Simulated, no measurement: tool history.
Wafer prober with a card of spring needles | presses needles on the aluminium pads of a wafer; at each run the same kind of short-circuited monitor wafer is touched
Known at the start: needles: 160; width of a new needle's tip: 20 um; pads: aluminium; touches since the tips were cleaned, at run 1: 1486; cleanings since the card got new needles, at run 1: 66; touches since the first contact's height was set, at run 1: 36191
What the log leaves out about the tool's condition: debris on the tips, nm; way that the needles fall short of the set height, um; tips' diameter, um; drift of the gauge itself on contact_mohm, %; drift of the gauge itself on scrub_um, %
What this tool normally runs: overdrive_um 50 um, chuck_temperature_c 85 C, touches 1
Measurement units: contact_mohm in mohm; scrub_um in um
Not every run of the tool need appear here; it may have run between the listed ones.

run     day  overdrive_um  chuck_temperature_c  touches  touches since the tips were cleaned  cleanings since the card got new needles  touches since the first contact's height was set  contact_mohm  scrub_um
  1   0.000            50                   85        1                                 1486                                        66                                             36191           294     10.51
      0.167  -- tips cleaned on abrasive film
      0.621  -- tips cleaned on abrasive film
      1.054  -- tips cleaned on abrasive film
      1.462  -- tips cleaned on abrasive film
  2   1.571            50                   85        1                                  689                                        70                                             46361           295     10.70
      1.829  -- tips cleaned on abrasive film
      2.262  -- tips cleaned on abrasive film
      2.671  -- tips cleaned on abrasive film
  3   2.742            50                   85        1                                  456                                        73                                             53957           291     10.75
      3.104  -- tips cleaned on abrasive film
      3.558  -- tips cleaned on abrasive film
  4   3.621            50                   85        1                                  425                                        75                                             59672           295     10.71
      3.954  -- tips cleaned on abrasive film
      4.383  -- tips cleaned on abrasive film
  5   4.546            50                   58        1                                 1065                                        77                                             65687           286     10.66
      4.804  -- tips cleaned on abrasive film
      5.238  -- tips cleaned on abrasive film
      5.688  -- tips cleaned on abrasive film
      6.112  -- tips cleaned on abrasive film
  6   6.112            68                   85        1                                    0                                        81                                             75827           283     14.67
      6.475  -- tips cleaned on abrasive film
      6.921  -- tips cleaned on abrasive film
  7   6.967            68                   85        1                                  291                                        83                                             81376           285     14.65
      7.292  -- tips cleaned on abrasive film
      7.658  -- tips cleaned on abrasive film
      8.083  -- tips cleaned on abrasive film
  8   8.225            68                   85        1                                  942                                        86                                             89551           285     14.69
      8.471  -- tips cleaned on abrasive film
      8.912  -- tips cleaned on abrasive film
      9.342  -- tips cleaned on abrasive film
  9   9.471            68                   85        1                                  844                                        89                                             97611           288     14.71
      9.721  -- tips cleaned on abrasive film
     10.138  -- tips cleaned on abrasive film
 10  10.496            68                   85        1                                 2351                                        91                                            104282           283     14.78
     10.592  -- tips cleaned on abrasive film
     10.954  -- tips cleaned on abrasive film
 11  11.221            50                   86        1                                 1746                                        93                                            108968           290     10.79
     11.404  -- tips cleaned on abrasive film
     11.854  -- tips cleaned on abrasive film
     12.233  -- tips cleaned on abrasive film
 12  12.233            50                   86        1                                    0                                        96                                            115522           293     10.82
     12.658  -- tips cleaned on abrasive film
     13.088  -- tips cleaned on abrasive film
     13.521  -- tips cleaned on abrasive film
 13  13.579            50                   85        1                                  396                                        99                                            124274           293     10.88
     13.938  -- tips cleaned on abrasive film
     14.388  -- tips cleaned on abrasive film
     14.796  -- tips cleaned on abrasive film
 14  15.050            50                   85        1                                 1661                                       102                                            133825           291     10.92
     15.233  -- tips cleaned on abrasive film
     15.683  -- tips cleaned on abrasive film
     16.104  -- tips cleaned on abrasive film
 15  16.171            50                   85        1                                  440                                       105                                            141078           290     10.92
     16.438  -- height of the first contact set anew
     16.517  -- tips cleaned on abrasive film
     16.608  -- gauge calibrated
     16.892  -- tips cleaned on abrasive film
 16  16.921            32                   85        1                                  187                                       107                                              3106           308      6.84
     17.342  -- tips cleaned on abrasive film
     17.704  -- tips cleaned on abrasive film
     18.158  -- tips cleaned on abrasive film
 17  18.158            32                   85        1                                    0                                       110                                             11135           313      6.84
     18.612  -- tips cleaned on abrasive film
     19.062  -- tips cleaned on abrasive film
     19.508  -- tips cleaned on abrasive film
 18  19.708            32                   85        1                                 1310                                       113                                             21218           307      6.84
     19.892  -- tips cleaned on abrasive film
     20.304  -- tips cleaned on abrasive film
     20.738  -- tips cleaned on abrasive film
 19  20.900            50                   85        2                                 1066                                       116                                             28939           292     10.72
     21.154  -- tips cleaned on abrasive film
     21.579  -- tips cleaned on abrasive film
 20  21.854            33                   52        2                                 1808                                       118                                             35134           293      7.14
     21.950  -- tips cleaned on abrasive film
     22.396  -- tips cleaned on abrasive film
     22.808  -- tips cleaned on abrasive film
     23.229  -- tips cleaned on abrasive film
 21  23.338            33                   52        2                                  710                                       122                                             44746           299      7.09
     23.596  -- tips cleaned on abrasive film
     24.046  -- tips cleaned on abrasive film
 22  24.075            34                   72        1                                  189                                       124                                             49519           305      7.33
     24.429  -- tips cleaned on abrasive film
     24.792  -- tips cleaned on abrasive film
     25.217  -- tips cleaned on abrasive film
 23  25.258            34                   30        1                                  275                                       127                                             57200           290      7.30
     25.600  -- tips cleaned on abrasive film
     26.029  -- tips cleaned on abrasive film
 24  26.267            34                   42        1                                 1546                                       129                                             63734           289      7.30
     26.450  -- tips cleaned on abrasive film
     26.888  -- tips cleaned on abrasive film
 25  27.225            62                   29        2                                 2225                                       131                                             69984           268     13.53
     27.321  -- tips cleaned on abrasive film
     27.767  -- tips cleaned on abrasive film
     28.200  -- tips cleaned on abrasive film
 26  28.554            62                   29        1                                 2324                                       134                                             78606           269     13.54
     28.650  -- tips cleaned on abrasive film
     29.029  -- tips cleaned on abrasive film
     29.392  -- tips cleaned on abrasive film
 27  29.679            44                   39        1                                 1887                                       137                                             85888           285      9.60
     29.775  -- tips cleaned on abrasive film
     30.179  -- tips cleaned on abrasive film
     30.608  -- tips cleaned on abrasive film
 28  30.721            45                   59        1                                  735                                       140                                             92634           287      9.88
     30.996  -- tips cleaned on abrasive film
     31.421  -- tips cleaned on abrasive film
 29  31.504            50                   96        1                                  563                                       142                                             97719           295     10.98
     31.850  -- tips cleaned on abrasive film
     32.238  -- tips cleaned on abrasive film
 30  32.238            51                   96        2                                    0                                       144                                            102456           295     11.18

Describe how what the log doesn't record of the tool's condition differs between the last listed run preceding each entry between runs and the first listed run following it.
Run 1 -> run 2: tips cleaned on abrasive film (day 0.167); tips cleaned on abrasive film (day 0.621); tips cleaned on abrasive film (day 1.054); tips cleaned on abrasive film (day 1.462)
  way that the needles fall short of the set height, um: 0 -> 0.01; drift of the gauge itself on scrub_um, %: 0 -> 0.28
  what was measured, less what the result would be without the hidden state, scrub_um: -0.01 -> +0.03 um
Run 2 -> run 3: tips cleaned on abrasive film (day 1.829); tips cleaned on abrasive film (day 2.262); tips cleaned on abrasive film (day 2.671)
  drift of the gauge itself on scrub_um, %: 0.28 -> 0.48
  what was measured, less what the result would be without the hidden state, scrub_um: +0.03 -> +0.05 um
Run 3 -> run 4: tips cleaned on abrasive film (day 3.104); tips cleaned on abrasive film (day 3.558)
  drift of the gauge itself on scrub_um, %: 0.48 -> 0.64
  what was measured, less what the result would be without the hidden state, scrub_um: +0.05 -> +0.07 um
Run 4 -> run 5: tips cleaned on abrasive film (day 3.954); tips cleaned on abrasive film (day 4.383)
  drift of the gauge itself on scrub_um, %: 0.64 -> 0.8
  what was measured, less what the result would be without the hidden state, scrub_um: +0.07 -> +0.09 um
Run 5 -> run 6: tips cleaned on abrasive film (day 4.804); tips cleaned on abrasive film (day 5.238); tips cleaned on abrasive film (day 5.688); tips cleaned on abrasive film (day 6.112)
  debris on the tips, nm: 0.1 -> 0; drift of the gauge itself on scrub_um, %: 0.8 -> 1.08
  what was measured, less what the result would be without the hidden state, scrub_um: +0.09 -> +0.16 um
Run 6 -> run 7: tips cleaned on abrasive film (day 6.475); tips cleaned on abrasive film (day 6.921)
  drift of the gauge itself on scrub_um, %: 1.08 -> 1.23
  what was measured, less what the result would be without the hidden state, scrub_um: +0.16 -> +0.17 um
Run 7 -> run 8: tips cleaned on abrasive film (day 7.292); tips cleaned on abrasive film (day 7.658); tips cleaned on abrasive film (day 8.083)
  debris on the tips, nm: 0 -> 0.1; drift of the gauge itself on scrub_um, %: 1.23 -> 1.46
  what was measured, less what the result would be without the hidden state, scrub_um: +0.17 -> +0.21 um
Run 8 -> run 9: tips cleaned on abrasive film (day 8.471); tips cleaned on abrasive film (day 8.912); tips cleaned on abrasive film (day 9.342)
  drift of the gauge itself on scrub_um, %: 1.46 -> 1.68
  what was measured, less what the result would be without the hidden state, scrub_um: +0.21 -> +0.24 um
Run 9 -> run 10: tips cleaned on abrasive film (day 9.721); tips cleaned on abrasive film (day 10.138)
  debris on the tips, nm: 0.1 -> 0.2; drift of the gauge itself on scrub_um, %: 1.68 -> 1.86
  what was measured, less what the result would be without the hidden state, scrub_um: +0.24 -> +0.26 um
Run 10 -> run 11: tips cleaned on abrasive film (day 10.592); tips cleaned on abrasive film (day 10.954)
  debris on the tips, nm: 0.2 -> 0.1; drift of the gauge itself on scrub_um, %: 1.86 -> 1.98
  what was measured, less what the result would be without the hidden state, scrub_um: +0.26 -> +0.21 um
Run 11 -> run 12: tips cleaned on abrasive film (day 11.404); tips cleaned on abrasive film (day 11.854); tips cleaned on abrasive film (day 12.233)
  debris on the tips, nm: 0.1 -> 0; drift of the gauge itself on scrub_um, %: 1.98 -> 2.16
  what was measured, less what the result would be without the hidden state, scrub_um: +0.21 -> +0.22 um
Run 12 -> run 13: tips cleaned on abrasive film (day 12.658); tips cleaned on abrasive film (day 13.088); tips cleaned on abrasive film (day 13.521)
  drift of the gauge itself on scrub_um, %: 2.16 -> 2.4
  what was measured, less what the result would be without the hidden state, scrub_um: +0.22 -> +0.25 um
Run 13 -> run 14: tips cleaned on abrasive film (day 13.938); tips cleaned on abrasive film (day 14.388); tips cleaned on abrasive film (day 14.796)
  debris on the tips, nm: 0 -> 0.1; way that the needles fall short of the set height, um: 0.01 -> 0.02; drift of the gauge itself on scrub_um, %: 2.4 -> 2.66
  what was measured, less what the result would be without the hidden state, scrub_um: +0.25 -> +0.28 um
Run 14 -> run 15: tips cleaned on abrasive film (day 15.233); tips cleaned on abrasive film (day 15.683); tips cleaned on abrasive film (day 16.104)
  drift of the gauge itself on scrub_um, %: 2.66 -> 2.86
  what was measured, less what the result would be without the hidden state, scrub_um: +0.28 -> +0.30 um
Run 15 -> run 16: height of the first contact set anew (day 16.438); tips cleaned on abrasive film (day 16.517); gauge calibrated (day 16.608); tips cleaned on abrasive film (day 16.892)
  debris on the tips, nm: 0.1 -> 0; way that the needles fall short of the set height, um: 0.02 -> 0; drift of the gauge itself on scrub_um, %: 2.86 -> 0.06
  what was measured, less what the result would be without the hidden state, scrub_um: +0.30 -> +0.00 um
Run 16 -> run 17: tips cleaned on abrasive film (day 17.342); tips cleaned on abrasive film (day 17.704); tips cleaned on abrasive film (day 18.158)
  drift of the gauge itself on scrub_um, %: 0.06 -> 0.27
  what was measured, less what the result would be without the hidden state, scrub_um: +0.00 -> +0.02 um
Run 17 -> run 18: tips cleaned on abrasive film (day 18.612); tips cleaned on abrasive film (day 19.062); tips cleaned on abrasive film (day 19.508)
  debris on the tips, nm: 0 -> 0.1; drift of the gauge itself on scrub_um, %: 0.27 -> 0.55
  what was measured, less what the result would be without the hidden state, scrub_um: +0.02 -> +0.04 um
Run 18 -> run 19: tips cleaned on abrasive film (day 19.892); tips cleaned on abrasive film (day 20.304); tips cleaned on abrasive film (day 20.738)
  drift of the gauge itself on scrub_um, %: 0.55 -> 0.76
  what was measured, less what the result would be without the hidden state, scrub_um: +0.04 -> +0.08 um
Run 19 -> run 20: tips cleaned on abrasive film (day 21.154); tips cleaned on abrasive film (day 21.579)
  drift of the gauge itself on scrub_um, %: 0.76 -> 0.93
  what was measured, less what the result would be without the hidden state, scrub_um: +0.08 -> +0.06 um
Run 20 -> run 21: tips cleaned on abrasive film (day 21.950); tips cleaned on abrasive film (day 22.396); tips cleaned on abrasive film (day 22.808); tips cleaned on abrasive film (day 23.229)
  way that the needles fall short of the set height, um: 0 -> 0.01; drift of the gauge itself on scrub_um, %: 0.93 -> 1.19
  what was measured, less what the result would be without the hidden state, scrub_um: +0.06 -> +0.09 um
Run 21 -> run 22: tips cleaned on abrasive film (day 23.596); tips cleaned on abrasive film (day 24.046)
  debris on the tips, nm: 0.1 -> 0; drift of the gauge itself on scrub_um, %: 1.19 -> 1.32
  what was measured, less what the result would be without the hidden state, scrub_um: +0.09 -> +0.09 um
Run 22 -> run 23: tips cleaned on abrasive film (day 24.429); tips cleaned on abrasive film (day 24.792); tips cleaned on abrasive film (day 25.217)
  drift of the gauge itself on scrub_um, %: 1.32 -> 1.53
  what was measured, less what the result would be without the hidden state, scrub_um: +0.09 -> +0.11 um
Run 23 -> run 24: tips cleaned on abrasive film (day 25.600); tips cleaned on abrasive film (day 26.029)
  debris on the tips, nm: 0 -> 0.1; drift of the gauge itself on scrub_um, %: 1.53 -> 1.71
  what was measured, less what the result would be without the hidden state, scrub_um: +0.11 -> +0.13 um
Run 24 -> run 25: tips cleaned on abrasive film (day 26.450); tips cleaned on abrasive film (day 26.888)
  debris on the tips, nm: 0.1 -> 0.2; drift of the gauge itself on scrub_um, %: 1.71 -> 1.88
  what was measured, less what the result would be without the hidden state, scrub_um: +0.13 -> +0.25 um
Run 25 -> run 26: tips cleaned on abrasive film (day 27.321); tips cleaned on abrasive film (day 27.767); tips cleaned on abrasive film (day 28.200)
  drift of the gauge itself on scrub_um, %: 1.88 -> 2.11
  what was measured, less what the result would be without the hidden state, scrub_um: +0.25 -> +0.28 um
Run 26 -> run 27: tips cleaned on abrasive film (day 28.650); tips cleaned on abrasive film (day 29.029); tips cleaned on abrasive film (day 29.392)
  debris on the tips, nm: 0.2 -> 0.1; drift of the gauge itself on scrub_um, %: 2.11 -> 2.31
  what was measured, less what the result would be without the hidden state, scrub_um: +0.28 -> +0.22 um
Run 27 -> run 28: tips cleaned on abrasive film (day 29.775); tips cleaned on abrasive film (day 30.179); tips cleaned on abrasive film (day 30.608)
  drift of the gauge itself on scrub_um, %: 2.31 -> 2.5
  what was measured, less what the result would be without the hidden state, scrub_um: +0.22 -> +0.24 um
Run 28 -> run 29: tips cleaned on abrasive film (day 30.996); tips cleaned on abrasive film (day 31.421)
  tips' diameter, um: 20.01 -> 20.02; drift of the gauge itself on scrub_um, %: 2.5 -> 2.64
  what was measured, less what the result would be without the hidden state, scrub_um: +0.24 -> +0.28 um
Run 29 -> run 30: tips cleaned on abrasive film (day 31.850); tips cleaned on abrasive film (day 32.238)
  debris on the tips, nm: 0.1 -> 0; drift of the gauge itself on scrub_um, %: 2.64 -> 2.76
  what was measured, less what the result would be without the hidden state, scrub_um: +0.28 -> +0.30 um

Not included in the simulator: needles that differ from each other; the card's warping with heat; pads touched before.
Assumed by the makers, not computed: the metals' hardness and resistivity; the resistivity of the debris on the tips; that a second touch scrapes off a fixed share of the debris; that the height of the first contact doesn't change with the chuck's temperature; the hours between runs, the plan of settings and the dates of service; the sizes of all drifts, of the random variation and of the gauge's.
